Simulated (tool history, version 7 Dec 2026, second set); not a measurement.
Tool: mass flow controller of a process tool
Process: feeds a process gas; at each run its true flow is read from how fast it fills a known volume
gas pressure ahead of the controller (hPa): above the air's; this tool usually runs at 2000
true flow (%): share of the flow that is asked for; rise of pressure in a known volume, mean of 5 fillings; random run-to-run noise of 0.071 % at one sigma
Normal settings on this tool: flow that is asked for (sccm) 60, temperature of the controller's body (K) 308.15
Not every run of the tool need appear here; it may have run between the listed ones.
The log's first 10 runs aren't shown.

run    hour  flow that is asked for (sccm)  gas pressure ahead of the controller (hPa)  temperature of the controller's body (K)  true flow (%)
 11  1695.3                             60                                        2000                                    308.15          97.98
 12  1913.8                             60                                        2000                                    308.15          98.07
 13  2065.7                             60                                        2270                                    308.15          98.18
 14  2294.7                             60                                        2000                                    308.15          98.01
 15  2459.5                             60                                        2000                                    308.15          98.05
 16  2566.2                             60                                        2000                                    308.15          97.97
 17  2759.3                             60                                        2000                                    308.15          98.01
 18  2890.5                             60                                        2000                                    308.15          97.95
 19  3100.8                             60                                        2000                                    308.15          97.81
 20  3320.7                             60                                        2000                                    308.15          97.83
 21  3485.7                             60                                        2190                                    308.15          97.95

Run 22 comes next. What will it give?
 22  3639.1                             60                                        2190                                    308.15              ?

true flow (%): 97.78
Had the tool carried no hidden state, the very same run would have given true flow (%) 99.79.
